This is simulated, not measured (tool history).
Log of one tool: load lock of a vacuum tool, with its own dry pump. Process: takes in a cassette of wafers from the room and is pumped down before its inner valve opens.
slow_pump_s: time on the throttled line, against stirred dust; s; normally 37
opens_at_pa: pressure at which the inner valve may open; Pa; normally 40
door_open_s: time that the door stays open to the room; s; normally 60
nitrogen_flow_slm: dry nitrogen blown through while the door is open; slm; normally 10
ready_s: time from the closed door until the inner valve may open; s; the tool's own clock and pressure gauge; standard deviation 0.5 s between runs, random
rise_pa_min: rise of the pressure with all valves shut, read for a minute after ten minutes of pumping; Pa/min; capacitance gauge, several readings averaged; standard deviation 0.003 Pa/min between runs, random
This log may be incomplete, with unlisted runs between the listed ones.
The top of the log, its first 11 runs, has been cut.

| run | hour | slow_pump_s | opens_at_pa | door_open_s | nitrogen_flow_slm | incoming humidity of the room's air, % | ready_s | rise_pa_min |
|---|---|---|---|---|---|---|---|---|
| 12 | 1918.4 | 37 | 40 | 60 | 12 | 43.4 | 65.7 | 0.031 |
| 13 | 2077.5 | 37 | 40 | 60 | 10 | 44.5 | 65.7 | 0.036 |
| 14 | 2178.2 | 37 | 40 | 60 | 10 | 46.4 | 65.7 | 0.037 |
| 15 | 2366.4 | 20 | 40 | 60 | 10 | 46.1 | 53.4 | 0.033 |
| 16 | 2461.0 | 37 | 72 | 60 | 10 | 50.7 | 62.8 | 0.041 |
| 17 | 2658.1 | 37 | 40 | 206 | 10 | 43.5 | 66.2 | 0.058 |
| 18 | 2772.6 | 54 | 33 | 145 | 41 | 43.8 | 80.4 | 0.028 |
| 19 | 2873.4 | 54 | 33 | 151 | 41 | 48.0 | 79.9 | 0.031 |
| 20 | 3004.3 | 54 | 49 | 151 | 41 | 46.2 | 77.1 | 0.031 |
| 21 | 3093.2 | 37 | 50 | 60 | 7 | 44.3 | 65.3 | 0.038 |
| 22 | 3224.0 | 32 | 40 | 137 | 10 | 48.2 | 62.3 | 0.047 |
| 23 | 3350.0 | 32 | 40 | 137 | 10 | 42.5 | 61.6 | 0.053 |
| 24 | 3465.2 | 57 | 54 | 137 | 9 | 45.0 | 80.0 | 0.053 |
| 25 | 3665.2 | 52 | 40 | 144 | 10 | 44.0 | 77.9 | 0.051 |
| 26 | 3797.3 | 52 | 40 | 144 | 10 | 43.0 | 77.4 | 0.049 |
| 27 | 3959.0 | 52 | 40 | 144 | 10 | 49.3 | 77.4 | 0.060 |
| 28 | 4116.0 | 37 | 40 | 224 | 10 | 42.1 | 67.0 | 0.060 |
| 29 | 4298.6 | 32 | 40 | 94 | 10 | 49.1 | 63.0 | 0.042 |
| 30 | 4446.5 | 32 | 40 | 94 | 10 | 46.2 | 62.1 | 0.050 |
| 31 | 4580.4 | 45 | 40 | 94 | 15 | 44.8 | 72.2 | 0.038 |

Consider 4 possible next runs. They are alternatives, not a sequence: every one starts from the tool as it was left by run 31. What does each give?
| A | 4760.3 | 65 | 40 | 60 | 45 | 46.1 | ? | ? |
| B | 4760.3 | 37 | 40 | 87 | 10 | 43.7 | ? | ? |
| C | 4760.3 | 19 | 40 | 161 | 7 | 45.0 | ? | ? |
| D | 4760.3 | 61 | 60 | 94 | 27 | 44.5 | ? | ? |

| run | ready_s | rise_pa_min |
|---|---|---|
| A | 86.2 | 0.022 |
| B | 66.2 | 0.043 |
| C | 53.0 | 0.056 |
| D | 82.0 | 0.030 |
Take away the tool's hidden state, keep each run's random variation, and the runs would have read:
| run | ready_s | rise_pa_min |
|---|---|---|
| A | 86.2 | 0.022 |
| B | 66.1 | 0.042 |
| C | 53.0 | 0.055 |
| D | 82.0 | 0.030 |
